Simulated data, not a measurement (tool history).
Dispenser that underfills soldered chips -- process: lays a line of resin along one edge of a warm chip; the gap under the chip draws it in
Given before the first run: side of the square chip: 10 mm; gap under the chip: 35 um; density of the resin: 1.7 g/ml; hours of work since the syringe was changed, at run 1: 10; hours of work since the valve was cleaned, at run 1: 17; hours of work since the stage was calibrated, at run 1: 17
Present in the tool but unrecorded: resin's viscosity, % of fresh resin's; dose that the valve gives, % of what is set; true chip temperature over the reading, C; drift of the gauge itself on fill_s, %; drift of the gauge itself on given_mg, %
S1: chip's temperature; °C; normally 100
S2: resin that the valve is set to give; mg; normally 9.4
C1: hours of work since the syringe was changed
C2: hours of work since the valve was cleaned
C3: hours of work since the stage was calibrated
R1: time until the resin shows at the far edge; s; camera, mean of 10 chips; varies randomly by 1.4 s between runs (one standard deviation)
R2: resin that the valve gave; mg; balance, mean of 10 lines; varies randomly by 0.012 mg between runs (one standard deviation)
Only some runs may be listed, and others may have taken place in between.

Run 1, hour 0: usual settings; C1 10; C2 17; C3 17. Result: R1 211.4 s, R2 9.35 mg.
At hour 0.9: new syringe of resin.
Run 2, hour 9: usual settings; C1 5; C2 22; C3 22. Result: R1 171.8 s, R2 9.3 mg.
At hour 17.7: new syringe of resin.
Run 3, hour 20.8: usual settings but S1 115 °C; C1 2; C2 29; C3 29. Result: R1 102.9 s, R2 9.3 mg.
Run 4, hour 26.1: usual settings but S1 102 °C; C1 5; C2 33; C3 33. Result: R1 161.8 s, R2 9.26 mg.
At hour 35: new syringe of resin.
Run 5, hour 38: usual settings but S1 91 °C; C1 2; C2 40; C3 40. Result: R1 183.7 s, R2 9.21 mg.
Run 6, hour 47.2: usual settings but S1 91 °C; C1 7; C2 45; C3 45. Result: R1 235.5 s, R2 9.21 mg.
At hour 52.5: new syringe of resin.
Run 7, hour 56.3: usual settings but S1 91 °C; C1 2; C2 51; C3 51. Result: R1 194.1 s, R2 9.17 mg.
At hour 60.5: dispensing valve cleaned and set on the balance.
At hour 70.4: new syringe of resin.
Run 8, hour 70.4: usual settings; C1 0; C2 6; C3 58. Result: R1 136.6 s, R2 9.36 mg.
Run 9, hour 79.8: usual settings; C1 6; C2 12; C3 64. Result: R1 179.2 s, R2 9.32 mg.
Run 10, hour 86.5: usual settings; C1 10; C2 16; C3 68. Result: R1 210.5 s, R2 9.32 mg.
At hour 87.9: new syringe of resin.
Run 11, hour 92.1: usual settings but S1 85 °C; C1 3; C2 19; C3 71. Result: R1 233.4 s, R2 9.28 mg.
Run 12, hour 100.3: usual settings but S1 88 °C; C1 8; C2 24; C3 76. Result: R1 265.6 s, R2 9.26 mg.
At hour 104.8: new syringe of resin.
Run 13, hour 107.6: usual settings but S1 114 °C; C1 2; C2 28; C3 81. Result: R1 103.2 s, R2 9.25 mg.
Run 14, hour 120.1: usual settings but S1 114 °C; C1 9; C2 36; C3 88. Result: R1 141.8 s, R2 9.22 mg.
At hour 122.2: new syringe of resin.
Run 15, hour 127.3: usual settings; C1 3; C2 40; C3 92. Result: R1 155.7 s, R2 9.22 mg.
Run 16, hour 134.3: usual settings; C1 7; C2 44; C3 97. Result: R1 186.9 s, R2 9.19 mg.
At hour 139.1: new syringe of resin.
Run 17, hour 145.8: usual settings; C1 4; C2 51; C3 104. Result: R1 162.2 s, R2 9.14 mg.
At hour 149.7: dispensing valve cleaned and set on the balance.
Run 18, hour 153.7: usual settings; C1 8; C2 2; C3 108. Result: R1 195.7 s, R2 9.39 mg.
At hour 157.2: new syringe of resin.
Run 19, hour 164.5: usual settings; C1 4; C2 9; C3 114. Result: R1 162.1 s, R2 9.35 mg.
Run 20, hour 172.9: usual settings; C1 10; C2 14; C3 119. Result: R1 203.8 s, R2 9.35 mg.
At hour 173.9: new syringe of resin.
Run 21, hour 186: usual settings; C1 7; C2 22; C3 127. Result: R1 186.4 s, R2 9.31 mg.
At hour 191.5: new syringe of resin.
Run 22, hour 196.3: usual settings but S1 98 °C, S2 9.46 mg; C1 3; C2 28; C3 133. Result: R1 160.9 s, R2 9.33 mg.
Run 23, hour 205.7: usual settings but S1 98 °C, S2 9.46 mg; C1 9; C2 33; C3 139. Result: R1 211.5 s, R2 9.3 mg.
At hour 208.4: new syringe of resin.
Run 24, hour 214.4: usual settings but S1 109 °C; C1 4; C2 39; C3 144. Result: R1 124.1 s, R2 9.23 mg.
At hour 225.4: new syringe of resin.
Run 25, hour 227.6: usual settings but S1 113 °C; C1 1; C2 46; C3 152. Result: R1 104.3 s, R2 9.19 mg.
At hour 239.1: dispensing valve cleaned and set on the balance.
Run 26, hour 239.3: usual settings but S1 113 °C; C1 8; C2 0; C3 158. Result: R1 135.1 s, R2 9.42 mg.
At hour 243.1: new syringe of resin.
Run 27, hour 248.4: usual settings but S1 109 °C, S2 9.98 mg; C1 3; C2 5; C3 164. Result: R1 122.2 s, R2 9.96 mg.
Run 28, hour 256.3: usual settings but S1 90 °C, S2 11.53 mg; C1 8; C2 10; C3 168. Result: R1 247.6 s, R2 11.49 mg.
At hour 259.8: new syringe of resin.
Run 29, hour 263.4: usual settings but S2 10.53 mg; C1 2; C2 14; C3 172. Result: R1 149.3 s, R2 10.45 mg.
Run 30, hour 272.5: usual settings but S1 101 °C, S2 8.94 mg; C1 8; C2 20; C3 178. Result: R1 187.4 s, R2 8.86 mg.
At hour 276.4: new syringe of resin.
Run 31, hour 284.4: usual settings but S1 99 °C, S2 10.02 mg; C1 5; C2 27; C3 185. Result: R1 167.1 s, R2 9.93 mg.
At hour 293.3: new syringe of resin.
Run 32, hour 293.4: usual settings but S1 105 °C, S2 9.95 mg; C1 0; C2 32; C3 190. Result: R1 120.5 s, R2 9.82 mg.
Run 33, hour 305.2: usual settings but S1 86 °C, S2 11.51 mg; C1 7; C2 39; C3 198. Result: R1 270.5 s, R2 11.31 mg.
At hour 310: new syringe of resin.
Run 34, hour 318.1: usual settings but S1 86 °C, S2 8.78 mg; C1 5; C2 47; C3 205. Result: R1 245.1 s, R2 8.59 mg.
At hour 327.4: new syringe of resin.
At hour 328.4: dispensing valve cleaned and set on the balance.
Run 35, hour 331.7: usual settings but S2 11.23 mg; C1 2; C2 2; C3 213. Result: R1 146.2 s, R2 11.18 mg.
Run 36, hour 342.7: usual settings but S2 11.23 mg; C1 9; C2 9; C3 219. Result: R1 193.6 s, R2 11.16 mg.

Take each entry between the runs: how does the hidden state at the last listed run before it differ from the hidden state at the first listed run after it?
Runs 1 to 2: new syringe of resin (hour 0.9)
  resin's viscosity, % of fresh resin's: 153.3 -> 124.7; dose that the valve gives, % of what is set: 99.37 -> 99.11; true chip temperature over the reading, C: -0.04 -> -0.02
  measured minus no-state result, R1: +73.9 -> +34.3 s; R2: -0.06 -> -0.08 mg
Runs 2 to 3: new syringe of resin (hour 17.7)
  resin's viscosity, % of fresh resin's: 124.7 -> 108; dose that the valve gives, % of what is set: 99.11 -> 98.78; true chip temperature over the reading, C: -0.02 -> 0
  measured minus no-state result, R1: +34.3 -> +7.7 s; R2: -0.08 -> -0.11 mg
Runs 4 to 5: new syringe of resin (hour 35)
  resin's viscosity, % of fresh resin's: 124.1 -> 107; dose that the valve gives, % of what is set: 98.61 -> 98.27; true chip temperature over the reading, C: 0.01 -> 0.04
  measured minus no-state result, R1: +31.6 -> +12.2 s; R2: -0.13 -> -0.16 mg
Runs 6 to 7: new syringe of resin (hour 52.5)
  resin's viscosity, % of fresh resin's: 136.5 -> 111.6; dose that the valve gives, % of what is set: 98.01 -> 97.74; true chip temperature over the reading, C: 0.06 -> 0.08
  measured minus no-state result, R1: +63 -> +20.3 s; R2: -0.19 -> -0.21 mg
Runs 7 to 8: dispensing valve cleaned and set on the balance (hour 60.5); new syringe of resin (hour 70.4)
  resin's viscosity, % of fresh resin's: 111.6 -> 101.2; dose that the valve gives, % of what is set: 97.74 -> 99.6; true chip temperature over the reading, C: 0.08 -> 0.11
  measured minus no-state result, R1: +20.3 -> +1.3 s; R2: -0.21 -> -0.04 mg
Runs 10 to 11: new syringe of resin (hour 87.9)
  resin's viscosity, % of fresh resin's: 154.7 -> 112.8; dose that the valve gives, % of what is set: 99.13 -> 98.95; true chip temperature over the reading, C: 0.14 -> 0.15
  measured minus no-state result, R1: +74.2 -> +25.8 s; R2: -0.08 -> -0.1 mg
Runs 12 to 13: new syringe of resin (hour 104.8)
  resin's viscosity, % of fresh resin's: 140.1 -> 108.3; dose that the valve gives, % of what is set: 98.71 -> 98.49; true chip temperature over the reading, C: 0.17 -> 0.18
  measured minus no-state result, R1: +75.5 -> +7.6 s; R2: -0.12 -> -0.14 mg
Runs 14 to 15: new syringe of resin (hour 122.2)
  resin's viscosity, % of fresh resin's: 150.7 -> 114.4; dose that the valve gives, % of what is set: 98.11 -> 97.9; true chip temperature over the reading, C: 0.21 -> 0.23
  measured minus no-state result, R1: +47.5 -> +19.3 s; R2: -0.18 -> -0.2 mg
Runs 16 to 17: new syringe of resin (hour 139.1)
  resin's viscosity, % of fresh resin's: 137.6 -> 119.2; dose that the valve gives, % of what is set: 97.68 -> 97.34; true chip temperature over the reading, C: 0.24 -> 0.26
  measured minus no-state result, R1: +50.8 -> +25.7 s; R2: -0.22 -> -0.25 mg
Runs 17 to 18: dispensing valve cleaned and set on the balance (hour 149.7)
  resin's viscosity, % of fresh resin's: 119.2 -> 143; dose that the valve gives, % of what is set: 97.34 -> 99.87; true chip temperature over the reading, C: 0.26 -> 0.28
  measured minus no-state result, R1: +25.7 -> +57.8 s; R2: -0.25 -> -0.01 mg
Runs 18 to 19: new syringe of resin (hour 157.2)
  resin's viscosity, % of fresh resin's: 143 -> 119.8; dose that the valve gives, % of what is set: 99.87 -> 99.57; true chip temperature over the reading, C: 0.28 -> 0.3
  measured minus no-state result, R1: +57.8 -> +25.7 s; R2: -0.01 -> -0.04 mg
Runs 20 to 21: new syringe of resin (hour 173.9)
  resin's viscosity, % of fresh resin's: 149.5 -> 137.7; dose that the valve gives, % of what is set: 99.33 -> 98.97; true chip temperature over the reading, C: 0.32 -> 0.34
  measured minus no-state result, R1: +66.7 -> +49.9 s; R2: -0.06 -> -0.09 mg
Runs 21 to 22: new syringe of resin (hour 191.5)
  resin's viscosity, % of fresh resin's: 137.7 -> 112.8; dose that the valve gives, % of what is set: 98.97 -> 98.69; true chip temperature over the reading, C: 0.34 -> 0.37
  measured minus no-state result, R1: +49.9 -> +17.2 s; R2: -0.09 -> -0.13 mg
Runs 23 to 24: new syringe of resin (hour 208.4)
  resin's viscosity, % of fresh resin's: 144.7 -> 115.5; dose that the valve gives, % of what is set: 98.42 -> 98.16; true chip temperature over the reading, C: 0.39 -> 0.41
  measured minus no-state result, R1: +63.9 -> +15.9 s; R2: -0.15 -> -0.17 mg
Runs 24 to 25: new syringe of resin (hour 225.4)
  resin's viscosity, % of fresh resin's: 115.5 -> 106; dose that the valve gives, % of what is set: 98.16 -> 97.79; true chip temperature over the reading, C: 0.41 -> 0.44
  measured minus no-state result, R1: +15.9 -> +5.2 s; R2: -0.17 -> -0.21 mg
Runs 25 to 26: dispensing valve cleaned and set on the balance (hour 239.1)
  resin's viscosity, % of fresh resin's: 106 -> 140.7; dose that the valve gives, % of what is set: 97.79 -> 100.04; true chip temperature over the reading, C: 0.44 -> 0.46
  measured minus no-state result, R1: +5.2 -> +37.9 s; R2: -0.21 -> +0 mg
Runs 26 to 27: new syringe of resin (hour 243.1)
  resin's viscosity, % of fresh resin's: 140.7 -> 115.2; dose that the valve gives, % of what is set: 100.04 -> 99.78; true chip temperature over the reading, C: 0.46 -> 0.48
  measured minus no-state result, R1: +37.9 -> +14.9 s; R2: +0 -> -0.02 mg
Runs 28 to 29: new syringe of resin (hour 259.8)
  resin's viscosity, % of fresh resin's: 142 -> 112.2; dose that the valve gives, % of what is set: 99.56 -> 99.34; true chip temperature over the reading, C: 0.5 -> 0.51
  measured minus no-state result, R1: +70.9 -> +14.5 s; R2: -0.05 -> -0.07 mg
Runs 30 to 31: new syringe of resin (hour 276.4)
  resin's viscosity, % of fresh resin's: 142.8 -> 122.5; dose that the valve gives, % of what is set: 99.09 -> 98.78; true chip temperature over the reading, C: 0.53 -> 0.56
  measured minus no-state result, R1: +54.4 -> +28.8 s; R2: -0.08 -> -0.12 mg
Runs 31 to 32: new syringe of resin (hour 293.3)
  resin's viscosity, % of fresh resin's: 122.5 -> 101.8; dose that the valve gives, % of what is set: 98.78 -> 98.55; true chip temperature over the reading, C: 0.56 -> 0.58
  measured minus no-state result, R1: +28.8 -> +0.5 s; R2: -0.12 -> -0.14 mg
Runs 33 to 34: new syringe of resin (hour 310)
  resin's viscosity, % of fresh resin's: 138.7 -> 123.9; dose that the valve gives, % of what is set: 98.22 -> 97.88; true chip temperature over the reading, C: 0.6 -> 0.63
  measured minus no-state result, R1: +72.4 -> +44.5 s; R2: -0.21 -> -0.19 mg
Runs 34 to 35: new syringe of resin (hour 327.4); dispensing valve cleaned and set on the balance (hour 328.4)
  resin's viscosity, % of fresh resin's: 123.9 -> 110.7; dose that the valve gives, % of what is set: 97.88 -> 99.65; true chip temperature over the reading, C: 0.63 -> 0.66
  measured minus no-state result, R1: +44.5 -> +11.9 s; R2: -0.19 -> -0.04 mg

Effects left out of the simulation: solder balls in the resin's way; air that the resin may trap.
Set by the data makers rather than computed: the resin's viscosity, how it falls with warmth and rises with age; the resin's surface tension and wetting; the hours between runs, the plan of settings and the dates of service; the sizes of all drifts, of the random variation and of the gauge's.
